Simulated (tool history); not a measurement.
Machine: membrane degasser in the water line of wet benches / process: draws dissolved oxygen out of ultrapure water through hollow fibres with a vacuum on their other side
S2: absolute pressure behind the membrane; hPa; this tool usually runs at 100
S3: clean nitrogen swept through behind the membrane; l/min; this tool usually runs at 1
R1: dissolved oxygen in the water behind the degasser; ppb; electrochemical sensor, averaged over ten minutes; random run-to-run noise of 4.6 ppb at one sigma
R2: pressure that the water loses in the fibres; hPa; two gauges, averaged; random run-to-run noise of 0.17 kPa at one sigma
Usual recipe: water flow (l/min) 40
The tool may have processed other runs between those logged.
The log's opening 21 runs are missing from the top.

run 22 hour=2952.8 | water_flow_(l/min)=39 S2=80 S3=0.64 | R1=557.1 R2=277.6
-- hour=3094.6 vacuum gauge calibrated, once more
run 23 hour=3128.9 | water_flow_(l/min)=39 S2=80 S3=0.64 | R1=541.9 R2=276
run 24 hour=3244.3 | water_flow_(l/min)=51 S2=101 S3=1 | R1=718.5 R2=362.2
run 25 hour=3366.4 | water_flow_(l/min)=40 S2=245 S3=1 | R1=1473.8 R2=283.2
run 26 hour=3453.5 | water_flow_(l/min)=40 S2=95 S3=0.81 | R1=599 R2=286.6
run 27 hour=3583.2 | water_flow_(l/min)=40 S2=95 S3=0.81 | R1=600.7 R2=286.1
run 28 hour=3749.8 | water_flow_(l/min)=40 S2=203 S3=0.81 | R1=1433.9 R2=287.6
run 29 hour=3919.3 | water_flow_(l/min)=30 S2=100 S3=2.04 | R1=241.5 R2=215.4
run 30 hour=4041.3 | water_flow_(l/min)=30 S2=75 S3=2.04 | R1=158.9 R2=216.5

Consider 3 possible next runs. They are alternatives, not a sequence: every one starts from the tool as it was left by run 30. What does each give?
run A hour=4160.5 | water_flow_(l/min)=32 S2=75 S3=2.04 | R1=? R2=?
run B hour=4160.5 | water_flow_(l/min)=57 S2=94 S3=2.04 | R1=? R2=?
run C hour=4160.5 | water_flow_(l/min)=40 S2=88 S3=0.53 | R1=? R2=?

run=A R1=167.3 R2=228.8
run=B R1=487.7 R2=407.8
run=C R1=716.4 R2=285.3
Stripped of hidden state, with their random variation kept, the same runs would have yielded:
run=A R1=159.4 R2=219.5
run=B R1=462 R2=391.5
run=C R1=704.1 R2=273.8
